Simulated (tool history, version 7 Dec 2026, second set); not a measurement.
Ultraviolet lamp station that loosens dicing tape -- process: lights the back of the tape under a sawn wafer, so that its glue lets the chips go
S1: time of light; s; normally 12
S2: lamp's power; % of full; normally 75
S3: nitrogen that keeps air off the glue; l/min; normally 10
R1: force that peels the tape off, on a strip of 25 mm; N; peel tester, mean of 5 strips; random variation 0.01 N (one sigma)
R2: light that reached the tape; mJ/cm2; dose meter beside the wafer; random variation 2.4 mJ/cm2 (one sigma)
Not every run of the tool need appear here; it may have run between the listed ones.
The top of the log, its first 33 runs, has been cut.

| run | hour | S1 | S2 | S3 | R1 | R2 |
|---|---|---|---|---|---|---|
| 34 | 1385.5 | 18 | 75 | 10 | 0.218 | 350 |
| 35 | 1432.6 | 18 | 76 | 10 | 0.220 | 350 |
| 36 | 1464.1 | 12 | 75 | 8 | 0.733 | 221 |
| 37 | 1520.6 | 12 | 75 | 8 | 0.766 | 216 |
| 38 | 1571.8 | 12 | 75 | 8 | 0.831 | 211 |
| 39 | 1604.2 | 12 | 70 | 8 | 1.008 | 191 |
| 40 | 1649.0 | 7 | 84 | 16 | 1.384 | 132 |
| 41 | 1703.4 | 7 | 84 | 16 | 1.472 | 125 |
| 42 | 1734.2 | 6 | 84 | 7 | 3.046 | 110 |

Predict each of these 5 candidate next runs independently; none follows another, all start after run 42:
|  | 1744.3 | window cleaned of glue's vapour |
| A | 1766.7 | 19 | 84 | 7 | ? | ? |
|  | 1744.3 | window cleaned of glue's vapour |
| B | 1766.7 | 12 | 75 | 5 | ? | ? |
|  | 1744.3 | window cleaned of glue's vapour |
| C | 1766.7 | 6 | 74 | 9 | ? | ? |
|  | 1744.3 | window cleaned of glue's vapour |
| D | 1766.7 | 12 | 75 | 12 | ? | ? |
|  | 1744.3 | window cleaned of glue's vapour |
| E | 1766.7 | 12 | 75 | 9 | ? | ? |

| run | R1 | R2 |
|---|---|---|
| A | 0.255 | 381 |
| B | 1.191 | 214 |
| C | 2.686 | 103 |
| D | 0.562 | 216 |
| E | 0.732 | 214 |
Had the tool no hidden state, the same runs would have come out as:
| run | R1 | R2 |
|---|---|---|
| A | 0.199 | 448 |
| B | 0.836 | 252 |
| C | 2.108 | 122 |
| D | 0.379 | 253 |
| E | 0.498 | 251 |
